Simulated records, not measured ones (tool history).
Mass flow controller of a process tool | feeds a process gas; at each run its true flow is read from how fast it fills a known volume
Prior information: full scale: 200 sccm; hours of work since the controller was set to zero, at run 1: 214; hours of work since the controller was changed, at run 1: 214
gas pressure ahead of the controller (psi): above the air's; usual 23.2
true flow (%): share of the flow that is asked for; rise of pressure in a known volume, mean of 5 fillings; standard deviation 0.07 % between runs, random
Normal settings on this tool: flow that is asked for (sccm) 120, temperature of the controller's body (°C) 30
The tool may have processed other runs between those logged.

| run | hour | flow that is asked for (sccm) | gas pressure ahead of the controller (psi) | temperature of the controller's body (°C) | hours of work since the controller was set to zero | hours of work since the controller was changed | true flow (%) |
|---|---|---|---|---|---|---|---|
| 1 | 0 | 120 | 23.2 | 30 | 214 | 214 | 99.4 |
| 2 | 65.8 | 120 | 23.2 | 30 | 241 | 241 | 99.44 |
| 3 | 121.5 | 159 | 23.2 | 30 | 264 | 264 | 99.81 |
| 4 | 158.4 | 159 | 23.2 | 30 | 279 | 279 | 99.53 |
| 5 | 201.8 | 120 | 32.8 | 30 | 297 | 297 | 99.48 |
| 6 | 246.7 | 120 | 32.8 | 30 | 316 | 316 | 99.38 |
| 7 | 304.2 | 120 | 23.2 | 24 | 339 | 339 | 98.73 |
| 8 | 378.8 | 120 | 23.2 | 30 | 370 | 370 | 99.14 |
| 9 | 409.9 | 120 | 23.2 | 30 | 383 | 383 | 98.94 |
| 10 | 452.9 | 120 | 23.2 | 30 | 401 | 401 | 98.97 |
| 11 | 509.8 | 120 | 23.2 | 28 | 424 | 424 | 98.96 |
| 12 | 565.5 | 134 | 21.6 | 29 | 447 | 447 | 98.99 |
| 13 | 610.6 | 51 | 26.3 | 35 | 466 | 466 | 98.48 |
| 14 | 675.8 | 51 | 26.3 | 35 | 492 | 492 | 98.48 |
| 15 | 725.2 | 92 | 23.2 | 30 | 513 | 513 | 98.52 |
| 16 | 762.4 | 92 | 23.2 | 33 | 528 | 528 | 98.61 |
| 17 | 794.5 | 142 | 24.4 | 37 | 541 | 541 | 99.53 |
| 18 | 864.9 | 142 | 24.4 | 37 | 570 | 570 | 99.38 |
| 19 | 920.8 | 108 | 30.5 | 27 | 593 | 593 | 98.29 |
| 20 | 986 | 110 | 35.4 | 39 | 620 | 620 | 99.26 |
| 21 | 1024.8 | 36 | 31.8 | 30 | 636 | 636 | 97.78 |

Branching from run 21: 3 alternative next runs. What would each branch give?
| A | 1079.6 | 45 | 33.8 | 36 | 659 | 659 | ? |
| B | 1079.6 | 36 | 39.2 | 28 | 659 | 659 | ? |
| C | 1079.6 | 173 | 23.2 | 24 | 659 | 659 | ? |

| run | true flow (%) |
|---|---|
| A | 98.2 |
| B | 97.66 |
| C | 98.61 |
Take away the tool's hidden state, keep each run's random variation, and the runs would have read:
| run | true flow (%) |
|---|---|
| A | 99.12 |
| B | 98.58 |
| C | 99.53 |
